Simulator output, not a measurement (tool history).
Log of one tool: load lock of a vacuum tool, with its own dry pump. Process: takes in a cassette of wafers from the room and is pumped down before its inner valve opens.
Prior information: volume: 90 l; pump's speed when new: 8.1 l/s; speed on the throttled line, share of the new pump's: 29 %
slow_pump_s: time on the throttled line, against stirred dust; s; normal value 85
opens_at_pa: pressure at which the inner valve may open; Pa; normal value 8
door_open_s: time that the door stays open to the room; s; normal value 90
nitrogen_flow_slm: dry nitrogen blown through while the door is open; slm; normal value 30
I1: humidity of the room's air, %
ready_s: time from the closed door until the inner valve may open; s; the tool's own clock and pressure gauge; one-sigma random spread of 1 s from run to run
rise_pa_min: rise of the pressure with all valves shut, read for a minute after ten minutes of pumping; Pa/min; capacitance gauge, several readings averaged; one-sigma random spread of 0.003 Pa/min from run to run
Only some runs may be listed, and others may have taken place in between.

Run 1, hour 0: usual settings; I1 44.4. Result: ready_s 175.8 s, rise_pa_min 0.019 Pa/min.
Run 2, hour 50.9: usual settings; I1 47.5. Result: ready_s 175.5 s, rise_pa_min 0.024 Pa/min.
Run 3, hour 121: usual settings; I1 47.8. Result: ready_s 175.2 s, rise_pa_min 0.021 Pa/min.
Run 4, hour 210.9: usual settings but opens_at_pa 6 Pa; I1 43. Result: ready_s 180 s, rise_pa_min 0.016 Pa/min.
Run 5, hour 293.2: usual settings but opens_at_pa 6 Pa; I1 47.5. Result: ready_s 180.2 s, rise_pa_min 0.014 Pa/min.
Run 6, hour 398.8: usual settings but slow_pump_s 123 s, opens_at_pa 6 Pa; I1 43.6. Result: ready_s 205.3 s, rise_pa_min 0.018 Pa/min.
Run 7, hour 457.3: usual settings but door_open_s 190 s; I1 43.9. Result: ready_s 176.2 s, rise_pa_min 0.023 Pa/min.
Run 8, hour 553.8: usual settings but door_open_s 96 s; I1 43.8. Result: ready_s 176.7 s, rise_pa_min 0.025 Pa/min.
Run 9, hour 630.3: usual settings but door_open_s 96 s; I1 46.9. Result: ready_s 175.6 s, rise_pa_min 0.021 Pa/min.
Run 10, hour 699.8: usual settings but door_open_s 96 s; I1 44.2. Result: ready_s 175.7 s, rise_pa_min 0.021 Pa/min.
Run 11, hour 804.3: usual settings but door_open_s 73 s; I1 41.9. Result: ready_s 177.8 s, rise_pa_min 0.016 Pa/min.
Run 12, hour 883.7: usual settings but door_open_s 73 s; I1 45.4. Result: ready_s 174.6 s, rise_pa_min 0.014 Pa/min.
Run 13, hour 940.7: usual settings but door_open_s 73 s; I1 44.7. Result: ready_s 176.6 s, rise_pa_min 0.018 Pa/min.
Run 14, hour 1002.9: usual settings but opens_at_pa 9 Pa; I1 45.1. Result: ready_s 173.7 s, rise_pa_min 0.019 Pa/min.
Run 15, hour 1079.9: usual settings but opens_at_pa 9 Pa; I1 47.2. Result: ready_s 175.3 s, rise_pa_min 0.02 Pa/min.
Run 16, hour 1125.1: usual settings but opens_at_pa 9 Pa; I1 46.3. Result: ready_s 174.9 s, rise_pa_min 0.018 Pa/min.
Run 17, hour 1180.4: usual settings but slow_pump_s 149 s, opens_at_pa 10 Pa, door_open_s 69 s; I1 48.4. Result: ready_s 215.8 s, rise_pa_min 0.021 Pa/min.
Run 18, hour 1253.5: usual settings but slow_pump_s 149 s, opens_at_pa 10 Pa, door_open_s 69 s; I1 48.1. Result: ready_s 214.7 s, rise_pa_min 0.021 Pa/min.
Run 19, hour 1356.6: usual settings but slow_pump_s 128 s, opens_at_pa 10 Pa, door_open_s 70 s; I1 43.5. Result: ready_s 203 s, rise_pa_min 0.021 Pa/min.
Run 20, hour 1433.1: usual settings but slow_pump_s 128 s, opens_at_pa 10 Pa, door_open_s 70 s; I1 44.8. Result: ready_s 201.6 s, rise_pa_min 0.017 Pa/min.
Run 21, hour 1538.8: usual settings but slow_pump_s 128 s, opens_at_pa 10 Pa, door_open_s 70 s; I1 45.7. Result: ready_s 201.7 s, rise_pa_min 0.021 Pa/min.
Run 22, hour 1622.9: usual settings but slow_pump_s 128 s, opens_at_pa 10 Pa, door_open_s 70 s; I1 45.5. Result: ready_s 202.3 s, rise_pa_min 0.019 Pa/min.
Run 23, hour 1717: usual settings but slow_pump_s 128 s, opens_at_pa 12 Pa, door_open_s 70 s; I1 41.4. Result: ready_s 200.4 s, rise_pa_min 0.023 Pa/min.
Run 24, hour 1821.2: usual settings but slow_pump_s 128 s, opens_at_pa 12 Pa, door_open_s 70 s; I1 44.3. Result: ready_s 202.5 s, rise_pa_min 0.026 Pa/min.
Run 25, hour 1907.8: usual settings but slow_pump_s 128 s, opens_at_pa 12 Pa, door_open_s 70 s; I1 38.5. Result: ready_s 200.6 s, rise_pa_min 0.014 Pa/min.
Run 26, hour 2003.5: usual settings but slow_pump_s 100 s, opens_at_pa 15 Pa, door_open_s 70 s, nitrogen_flow_slm 44 slm; I1 46.1. Result: ready_s 178.6 s, rise_pa_min 0.018 Pa/min.
Run 27, hour 2095.7: usual settings but slow_pump_s 100 s, opens_at_pa 15 Pa, door_open_s 70 s, nitrogen_flow_slm 44 slm; I1 44.5. Result: ready_s 176.2 s, rise_pa_min 0.018 Pa/min.

Each row is a separate what-if for the run after 27, all from the same tool condition, not one after another. Results?
Run A, hour 2186.5: usual settings but slow_pump_s 120 s, opens_at_pa 15 Pa, door_open_s 70 s, nitrogen_flow_slm 44 slm; I1 43.6. Result: ready_s ?, rise_pa_min ?.
Run B, hour 2186.5: usual settings but slow_pump_s 77 s, opens_at_pa 15 Pa, door_open_s 70 s, nitrogen_flow_slm 44 slm; I1 43.8. Result: ready_s ?, rise_pa_min ?.
Run C, hour 2186.5: usual settings but slow_pump_s 166 s, opens_at_pa 9 Pa, nitrogen_flow_slm 4 slm; I1 45.2. Result: ready_s ?, rise_pa_min ?.
Run D, hour 2186.5: usual settings but slow_pump_s 48 s, opens_at_pa 15 Pa, door_open_s 70 s, nitrogen_flow_slm 44 slm; I1 45.5. Result: ready_s ?, rise_pa_min ?.

run  ready_s  rise_pa_min
  A    193.3        0.017
  B    163.9        0.018
  C      234        0.042
  D    146.1         0.02
With the hidden condition removed and each run's random variation left untouched, the same runs would have given:
run  ready_s  rise_pa_min
  A      184         0.01
  B    152.8        0.012
  C    225.7        0.036
  D    133.7        0.014

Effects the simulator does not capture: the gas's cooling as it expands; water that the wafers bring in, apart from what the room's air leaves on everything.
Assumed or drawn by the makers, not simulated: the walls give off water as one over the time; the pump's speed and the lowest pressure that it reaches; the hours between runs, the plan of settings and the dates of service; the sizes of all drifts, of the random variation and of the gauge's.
